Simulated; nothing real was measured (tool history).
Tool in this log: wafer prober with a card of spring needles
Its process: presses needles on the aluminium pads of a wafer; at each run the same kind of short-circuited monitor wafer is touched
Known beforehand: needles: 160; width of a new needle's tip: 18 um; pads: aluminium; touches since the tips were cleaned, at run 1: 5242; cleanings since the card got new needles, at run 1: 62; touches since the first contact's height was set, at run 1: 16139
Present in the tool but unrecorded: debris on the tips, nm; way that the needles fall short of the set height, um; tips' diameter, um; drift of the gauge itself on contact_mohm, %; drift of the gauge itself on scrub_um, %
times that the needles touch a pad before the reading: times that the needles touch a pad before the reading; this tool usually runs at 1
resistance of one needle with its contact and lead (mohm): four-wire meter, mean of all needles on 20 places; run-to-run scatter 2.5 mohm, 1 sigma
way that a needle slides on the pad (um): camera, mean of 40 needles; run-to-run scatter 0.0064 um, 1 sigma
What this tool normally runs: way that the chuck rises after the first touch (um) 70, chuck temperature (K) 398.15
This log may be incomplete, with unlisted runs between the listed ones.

run	hour	way that the chuck rises after the first touch (um)	chuck temperature (K)	times that the needles touch a pad before the reading	touches since the tips were cleaned	cleanings since the card got new needles	touches since the first contact's height was set	resistance of one needle with its contact and lead (mohm)	way that a needle slides on the pad (um)
1	0	70	398.15	1	5242	62	16139	384	9.025
# hour 10: tips cleaned on abrasive film
# hour 33.6: tips cleaned on abrasive film
2	47.7	70	398.15	1	6204	64	37062	394	9.019
# hour 57.7: tips cleaned on abrasive film
# hour 82.5: tips cleaned on abrasive film
# hour 105.8: tips cleaned on abrasive film
3	110.3	62	398.15	1	1981	67	64499	353	7.958
# hour 130.1: tips cleaned on abrasive film
# hour 154.7: tips cleaned on abrasive film
# hour 179.5: tips cleaned on abrasive film
4	191.3	70	398.15	2	5202	70	100086	350	8.977
# hour 200.1: tips cleaned on abrasive film
# hour 222.7: tips cleaned on abrasive film
# hour 246.4: tips cleaned on abrasive film
# hour 266.3: tips cleaned on abrasive film
5	275	70	398.15	1	3842	74	136780	382	8.948
# hour 285.2: height of the first contact set anew
# hour 290.2: tips cleaned on abrasive film
# hour 312.9: tips cleaned on abrasive film
# hour 335.3: tips cleaned on abrasive film
6	335.3	70	398.15	1	0	77	21928	301	9.006
# hour 359.2: tips cleaned on abrasive film
# hour 383.1: tips cleaned on abrasive film
# hour 407.5: tips cleaned on abrasive film
# hour 428.2: tips cleaned on abrasive film
7	428.2	70	398.15	1	0	81	62711	305	8.995
# hour 451.9: tips cleaned on abrasive film
# hour 476.4: tips cleaned on abrasive film
# hour 498.7: tips cleaned on abrasive film
8	500.7	70	398.15	1	879	84	94524	327	8.967
# hour 519: tips cleaned on abrasive film
# hour 543.5: tips cleaned on abrasive film
# hour 563.4: tips cleaned on abrasive film
9	568.3	70	398.15	2	2134	87	124154	320	8.955
# hour 587.3: tips cleaned on abrasive film
# hour 606.7: height of the first contact set anew
10	606.7	70	398.15	2	8403	88	0	363	9.027
# hour 611.7: tips cleaned on abrasive film
# hour 631.6: tips cleaned on abrasive film
11	644.9	70	350.15	1	5861	90	16759	380	9.016
# hour 654.5: tips cleaned on abrasive film
# hour 679.3: tips cleaned on abrasive film
# hour 704.1: tips cleaned on abrasive film
12	716	70	350.15	3	5238	93	47957	315	8.995
# hour 726: tips cleaned on abrasive film
# hour 750.9: tips cleaned on abrasive film
13	764.2	89	351.15	1	5860	95	69076	349	11.438
# hour 773.9: tips cleaned on abrasive film
# hour 793.8: tips cleaned on abrasive film
# hour 816.1: tips cleaned on abrasive film
14	816.1	89	351.15	1	0	98	91816	277	11.417
# hour 840.2: tips cleaned on abrasive film
# hour 863.5: tips cleaned on abrasive film
15	864.1	89	351.15	1	249	100	112901	283	11.409
# hour 887.4: tips cleaned on abrasive film
# hour 910.5: tips cleaned on abrasive film
# hour 930.4: tips cleaned on abrasive film
# hour 930.7: height of the first contact set anew
16	943.8	89	351.15	1	5767	103	5767	344	11.481
# hour 952.8: tips cleaned on abrasive film
# hour 977.5: tips cleaned on abrasive film
# hour 1000.1: tips cleaned on abrasive film
17	1001.4	89	351.15	1	596	106	31035	293	11.471
# hour 1021: tips cleaned on abrasive film
# hour 1040.8: tips cleaned on abrasive film
# hour 1060.7: tips cleaned on abrasive film
18	1063.6	89	351.15	1	1282	109	58324	300	11.438
# hour 1082.4: tips cleaned on abrasive film
# hour 1102.3: tips cleaned on abrasive film
# hour 1126.5: tips cleaned on abrasive film
19	1142.9	67	398.15	2	7222	112	93134	371	8.589
# hour 1147.1: tips cleaned on abrasive film
# hour 1167: tips cleaned on abrasive film
# hour 1191.5: tips cleaned on abrasive film
# hour 1215.2: tips cleaned on abrasive film
20	1225.6	64	322.15	1	4587	116	129378	384	8.182
# hour 1235.6: tips cleaned on abrasive film
# hour 1255.2: height of the first contact set anew
# hour 1260.2: tips cleaned on abrasive film
# hour 1280.1: tips cleaned on abrasive film
21	1298.4	76	316.15	1	8050	119	18946	384	9.796
# hour 1302.7: tips cleaned on abrasive film
# hour 1322.6: tips cleaned on abrasive film
# hour 1345.9: tips cleaned on abrasive film
22	1360.2	76	316.15	1	6276	122	46038	377	9.77
# hour 1370.2: tips cleaned on abrasive film
# hour 1394.1: tips cleaned on abrasive film
# hour 1414: tips cleaned on abrasive film
23	1427.4	50	302.15	1	5895	125	75517	512	6.41

Predict each of these 5 candidate next runs independently; none follows another, all start after run 23:
# hour 1437.4: tips cleaned on abrasive film
# hour 1461.3: tips cleaned on abrasive film
# hour 1481.2: tips cleaned on abrasive film
A	1484.8	61	386.15	1	1593	128	100678	?	?
# hour 1437.4: tips cleaned on abrasive film
# hour 1461.3: tips cleaned on abrasive film
# hour 1481.2: tips cleaned on abrasive film
B	1484.8	63	302.15	1	1593	128	100678	?	?
# hour 1437.4: tips cleaned on abrasive film
# hour 1461.3: tips cleaned on abrasive film
# hour 1481.2: tips cleaned on abrasive film
C	1484.8	67	330.15	1	1593	128	100678	?	?
# hour 1437.4: tips cleaned on abrasive film
# hour 1461.3: tips cleaned on abrasive film
# hour 1481.2: tips cleaned on abrasive film
D	1484.8	70	389.15	1	1593	128	100678	?	?
# hour 1437.4: tips cleaned on abrasive film
# hour 1461.3: tips cleaned on abrasive film
# hour 1481.2: tips cleaned on abrasive film
E	1484.8	81	305.15	2	1593	128	100678	?	?

run	resistance of one needle with its contact and lead (mohm)	way that a needle slides on the pad (um)
A	362	7.806
B	335	8.057
C	330	8.576
D	333	8.942
E	284	10.388
With the hidden condition removed and each run's random variation left untouched, the same runs would have given:
run	resistance of one needle with its contact and lead (mohm)	way that a needle slides on the pad (um)
A	294	7.871
B	263	8.121
C	269	8.64
D	282	9.006
E	257	10.452
